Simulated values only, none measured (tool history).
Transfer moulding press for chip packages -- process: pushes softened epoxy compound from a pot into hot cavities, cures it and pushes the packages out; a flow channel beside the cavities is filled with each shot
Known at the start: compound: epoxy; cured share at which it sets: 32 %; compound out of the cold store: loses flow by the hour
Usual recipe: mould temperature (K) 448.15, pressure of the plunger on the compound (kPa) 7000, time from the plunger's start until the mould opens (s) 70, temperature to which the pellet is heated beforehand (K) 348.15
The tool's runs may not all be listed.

| run | hour | mould temperature (K) | pressure of the plunger on the compound (kPa) | time from the plunger's start until the mould opens (s) | temperature to which the pellet is heated beforehand (K) | incoming compound's hours out of the cold store | length that the compound runs in the flow channel (mm) | greatest force on the pins that push the packages out (N) |
|---|---|---|---|---|---|---|---|---|
| 1 | 0 | 448.15 | 7000 | 70 | 348.15 | 19.8 | 721 | 706 |
|  | 28.5 | cavities cleaned with cleaning compound and waxed |
|  | 47.5 | plunger's sealing rings changed |
| 2 | 77.8 | 448.15 | 7000 | 70 | 348.15 | 27.8 | 767 | 655 |
|  | 124.3 | cavities cleaned with cleaning compound and waxed |
| 3 | 124.3 | 448.15 | 7000 | 70 | 350.15 | 44.7 | 716 | 446 |
| 4 | 181.4 | 448.15 | 7000 | 70 | 350.15 | 39.9 | 725 | 672 |
|  | 217.9 | cavities cleaned with cleaning compound and waxed |
| 5 | 232.5 | 448.15 | 7000 | 70 | 350.15 | 21.8 | 762 | 538 |
| 6 | 266.1 | 448.15 | 5610 | 70 | 348.15 | 21.6 | 678 | 644 |
| 7 | 300.9 | 448.15 | 7000 | 70 | 353.15 | 10.9 | 792 | 733 |
|  | 314.3 | cavities cleaned with cleaning compound and waxed |
| 8 | 352.7 | 448.15 | 7000 | 70 | 353.15 | 37.8 | 710 | 646 |
|  | 407.5 | cavities cleaned with cleaning compound and waxed |
| 9 | 427 | 448.15 | 7000 | 70 | 353.15 | 40.5 | 683 | 563 |
| 10 | 471.4 | 448.15 | 7000 | 70 | 353.15 | 40 | 685 | 689 |
|  | 499 | cavities cleaned with cleaning compound and waxed |
| 11 | 528.6 | 448.15 | 7000 | 51 | 348.15 | 25 | 698 | 1157 |
| 12 | 581.1 | 441.15 | 7000 | 101 | 348.15 | 46.9 | 666 | 675 |
|  | 595.2 | cavities cleaned with cleaning compound and waxed |
|  | 617 | plunger's sealing rings changed |
| 13 | 623.7 | 441.15 | 7000 | 101 | 348.15 | 11 | 870 | 554 |
| 14 | 684.9 | 448.15 | 7000 | 70 | 356.15 | 23.8 | 781 | 753 |
|  | 689.6 | cavities cleaned with cleaning compound and waxed |
| 15 | 724.1 | 451.15 | 7310 | 51 | 356.15 | 8 | 839 | 1033 |
|  | 784.3 | cavities cleaned with cleaning compound and waxed |
| 16 | 788.3 | 451.15 | 7310 | 61 | 350.15 | 10.5 | 819 | 514 |
| 17 | 860.5 | 448.15 | 8720 | 96 | 352.15 | 8.3 | 904 | 613 |
|  | 879.1 | cavities cleaned with cleaning compound and waxed |
| 18 | 903.3 | 448.15 | 8720 | 96 | 352.15 | 23.8 | 828 | 506 |
| 19 | 939 | 448.15 | 8720 | 96 | 352.15 | 17.7 | 848 | 590 |
|  | 974.2 | cavities cleaned with cleaning compound and waxed |
| 20 | 975 | 448.15 | 8720 | 96 | 352.15 | 14.5 | 861 | 402 |
| 21 | 1012.1 | 443.15 | 8720 | 69 | 352.15 | 25.2 | 837 | 912 |
| 22 | 1057 | 455.15 | 8720 | 105 | 350.15 | 38 | 752 | 618 |

Below are 5 alternative next runs, each starting from the tool's condition after run 22. Predict each:
|  | 1069.1 | cavities cleaned with cleaning compound and waxed |
| A | 1094.1 | 451.15 | 7000 | 89 | 342.15 | 20.8 | ? | ? |
|  | 1069.1 | cavities cleaned with cleaning compound and waxed |
| B | 1094.1 | 442.15 | 8720 | 105 | 340.15 | 11.1 | ? | ? |
|  | 1069.1 | cavities cleaned with cleaning compound and waxed |
| C | 1094.1 | 455.15 | 8720 | 105 | 338.15 | 10.6 | ? | ? |
|  | 1069.1 | cavities cleaned with cleaning compound and waxed |
| D | 1094.1 | 450.15 | 8720 | 82 | 350.15 | 38.5 | ? | ? |
|  | 1069.1 | cavities cleaned with cleaning compound and waxed |
| E | 1094.1 | 448.15 | 7000 | 95 | 348.15 | 16.3 | ? | ? |

| run | length that the compound runs in the flow channel (mm) | greatest force on the pins that push the packages out (N) |
|---|---|---|
| A | 716 | 519 |
| B | 872 | 542 |
| C | 813 | 500 |
| D | 752 | 511 |
| E | 742 | 500 |
Stripped of hidden state, with their random variation kept, the same runs would have yielded:
| run | length that the compound runs in the flow channel (mm) | greatest force on the pins that push the packages out (N) |
|---|---|---|
| A | 795 | 382 |
| B | 967 | 396 |
| C | 903 | 368 |
| D | 834 | 374 |
| E | 823 | 365 |

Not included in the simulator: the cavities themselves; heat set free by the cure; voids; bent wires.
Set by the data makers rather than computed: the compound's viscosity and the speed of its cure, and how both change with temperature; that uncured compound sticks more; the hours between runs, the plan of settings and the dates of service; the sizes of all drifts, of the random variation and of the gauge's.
